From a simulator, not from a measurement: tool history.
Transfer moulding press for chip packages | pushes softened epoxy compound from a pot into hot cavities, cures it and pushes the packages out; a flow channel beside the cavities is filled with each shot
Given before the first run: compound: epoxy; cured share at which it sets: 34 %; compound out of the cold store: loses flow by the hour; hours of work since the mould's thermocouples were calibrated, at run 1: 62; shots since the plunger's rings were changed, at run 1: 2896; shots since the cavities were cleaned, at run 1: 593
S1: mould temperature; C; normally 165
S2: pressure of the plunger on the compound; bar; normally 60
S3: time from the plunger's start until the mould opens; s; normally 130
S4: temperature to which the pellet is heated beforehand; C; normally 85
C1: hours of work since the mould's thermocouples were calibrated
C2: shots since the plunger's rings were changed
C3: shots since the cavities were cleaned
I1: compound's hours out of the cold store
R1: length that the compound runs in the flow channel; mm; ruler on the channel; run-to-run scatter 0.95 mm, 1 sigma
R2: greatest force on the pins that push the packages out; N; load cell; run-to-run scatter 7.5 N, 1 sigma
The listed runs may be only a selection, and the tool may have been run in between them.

Run 1, hour 0: usual settings; C1 62; C2 2896; C3 593; I1 19.5. Result: R1 526 mm, R2 541 N.
Run 2, hour 8.8: usual settings; C1 66; C2 2952; C3 649; I1 8.1. Result: R1 547.8 mm, R2 530 N.
Run 3, hour 17.5: usual settings; C1 70; C2 3008; C3 705; I1 40. Result: R1 488.6 mm, R2 528 N.
At hour 23: cavities cleaned with cleaning compound and waxed.
Run 4, hour 27.4: usual settings; C1 74; C2 3061; C3 28; I1 26.2. Result: R1 512.6 mm, R2 359 N.
Run 5, hour 39.3: usual settings; C1 80; C2 3137; C3 104; I1 44.4. Result: R1 480.4 mm, R2 415 N.
Run 6, hour 51: usual settings; C1 85; C2 3211; C3 178; I1 43. Result: R1 483 mm, R2 428 N.
Run 7, hour 61: usual settings; C1 90; C2 3275; C3 242; I1 41.2. Result: R1 484.2 mm, R2 439 N.
Run 8, hour 66.4: usual settings; C1 92; C2 3309; C3 276; I1 39.7. Result: R1 487.1 mm, R2 449 N.
Run 9, hour 74.8: usual settings; C1 96; C2 3363; C3 330; I1 24.7. Result: R1 513.2 mm, R2 476 N.
Run 10, hour 86: usual settings; C1 101; C2 3435; C3 402; I1 42. Result: R1 481.8 mm, R2 476 N.
Run 11, hour 91.8: usual settings; C1 104; C2 3471; C3 438; I1 17.8. Result: R1 524.8 mm, R2 505 N.
Run 12, hour 103: usual settings but S4 86 C; C1 109; C2 3543; C3 510; I1 25.3. Result: R1 512.5 mm, R2 520 N.
Run 13, hour 112: usual settings but S4 91 C; C1 113; C2 3600; C3 567; I1 16.5. Result: R1 527.2 mm, R2 519 N.
Run 14, hour 116.9: usual settings but S4 91 C; C1 115; C2 3631; C3 598; I1 23.6. Result: R1 512.8 mm, R2 509 N.
Run 15, hour 128.3: usual settings but S2 73.6 bar, S4 76 C; C1 120; C2 3704; C3 671; I1 40.1. Result: R1 538.8 mm, R2 542 N.
Run 16, hour 134.3: usual settings but S4 86 C; C1 123; C2 3742; C3 709; I1 30.4. Result: R1 501.6 mm, R2 529 N.
At hour 138.7: cavities cleaned with cleaning compound and waxed.
Run 17, hour 147.5: usual settings but S3 127 s, S4 75 C; C1 129; C2 3817; C3 56; I1 46.2. Result: R1 474.7 mm, R2 400 N.
Run 18, hour 153.8: usual settings but S1 170 C, S2 64.1 bar, S3 119 s, S4 86 C; C1 132; C2 3857; C3 96; I1 20.2. Result: R1 524.8 mm, R2 387 N.
Run 19, hour 161.8: usual settings but S1 159 C, S2 55.3 bar, S3 141 s, S4 87 C; C1 135; C2 3908; C3 147; I1 29.2. Result: R1 495.1 mm, R2 477 N.
Run 20, hour 167.6: usual settings but S1 159 C, S2 55.3 bar, S3 168 s, S4 87 C; C1 138; C2 3945; C3 184; I1 26.2. Result: R1 501.3 mm, R2 437 N.
Run 21, hour 178.7: usual settings but S2 64.6 bar, S4 77 C; C1 143; C2 4016; C3 255; I1 39.5. Result: R1 502.9 mm, R2 441 N.
Run 22, hour 185.9: usual settings but S2 57.7 bar, S3 137 s; C1 146; C2 4061; C3 300; I1 29. Result: R1 493.6 mm, R2 451 N.
Run 23, hour 197.8: usual settings but S3 117 s, S4 84 C; C1 152; C2 4137; C3 376; I1 21.6. Result: R1 516.2 mm, R2 504 N.
Run 24, hour 207: usual settings but S4 78 C; C1 156; C2 4196; C3 435; I1 22.2. Result: R1 513.4 mm, R2 493 N.
Run 25, hour 216.6: usual settings but S4 93 C; C1 160; C2 4257; C3 496; I1 10.1. Result: R1 536.2 mm, R2 496 N.
Run 26, hour 224.6: usual settings but S3 166 s; C1 164; C2 4308; C3 547; I1 13.4. Result: R1 531.3 mm, R2 475 N.
Run 27, hour 233.7: usual settings but S3 166 s; C1 168; C2 4366; C3 605; I1 29.9. Result: R1 498 mm, R2 482 N.
Run 28, hour 244.1: usual settings but S1 163 C, S3 166 s, S4 93 C; C1 173; C2 4432; C3 671; I1 11.4. Result: R1 536.8 mm, R2 497 N.

What if the next run were any one of these 4? Each begins from the tool's condition after run 28:
Run A, hour 252.2: usual settings but S1 159 C, S3 166 s, S4 93 C; C1 177; C2 4484; C3 723; I1 12.3. Result: R1 ?, R2 ?.
Run B, hour 252.2: usual settings but S3 110 s, S4 77 C; C1 177; C2 4484; C3 723; I1 37.6. Result: R1 ?, R2 ?.
Run C, hour 252.2: usual settings but S1 166 C, S2 54.6 bar, S3 166 s, S4 93 C; C1 177; C2 4484; C3 723; I1 22.9. Result: R1 ?, R2 ?.
Run D, hour 252.2: usual settings but S2 69.5 bar; C1 177; C2 4484; C3 723; I1 15.3. Result: R1 ?, R2 ?.

run     R1   R2
  A  546.3  532
  B  487.5  636
  C  485.3  501
  D  564.1  540
What these runs would have given with no unlogged condition in the tool:
run     R1   R2
  A  569.3  358
  B  507.8  436
  C  505.5  335
  D  587.6  363

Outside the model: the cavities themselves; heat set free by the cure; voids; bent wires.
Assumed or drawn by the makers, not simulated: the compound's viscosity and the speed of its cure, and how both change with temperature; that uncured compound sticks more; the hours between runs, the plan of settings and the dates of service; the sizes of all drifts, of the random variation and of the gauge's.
